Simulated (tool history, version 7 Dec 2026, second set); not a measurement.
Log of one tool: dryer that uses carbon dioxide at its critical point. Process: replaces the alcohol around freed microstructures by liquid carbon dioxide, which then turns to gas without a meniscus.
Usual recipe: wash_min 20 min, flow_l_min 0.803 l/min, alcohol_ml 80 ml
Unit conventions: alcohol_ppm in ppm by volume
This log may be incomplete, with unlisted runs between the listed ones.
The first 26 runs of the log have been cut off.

| run | hour | wash_min | flow_l_min | alcohol_ml | hours of work since the filter was changed | hours of work since the purifier's bed was changed | alcohol_ppm |
|---|---|---|---|---|---|---|---|
| 27 | 1022.3 | 20 | 0.803 | 69 | 369 | 192 | 117 |
| 28 | 1067 | 20 | 0.803 | 69 | 388 | 211 | 110 |
| 29 | 1104.5 | 20 | 0.644 | 26 | 404 | 227 | 143 |
| 30 | 1130.5 | 31 | 0.536 | 80 | 415 | 239 | 125 |
| 31 | 1166 | 27 | 1.234 | 87 | 431 | 254 | 105 |
| 32 | 1191.7 | 24 | 0.876 | 30 | 442 | 265 | 108 |
|  | 1200.9 | inlet filter changed |
| 33 | 1236.5 | 20 | 1.242 | 80 | 15 | 284 | 108 |
| 34 | 1282.2 | 20 | 1.242 | 80 | 35 | 303 | 113 |
| 35 | 1340.5 | 12 | 0.714 | 80 | 60 | 328 | 971 |

Run 36 has not been measured yet. What should we expect?
| 36 | 1399.3 | 27 | 0.706 | 76 | 85 | 354 | ? |

alcohol_ppm: 137 ppm by volume
With the hidden condition absent and the run-to-run variation left alone, this run would have shown alcohol_ppm 6 ppm by volume.

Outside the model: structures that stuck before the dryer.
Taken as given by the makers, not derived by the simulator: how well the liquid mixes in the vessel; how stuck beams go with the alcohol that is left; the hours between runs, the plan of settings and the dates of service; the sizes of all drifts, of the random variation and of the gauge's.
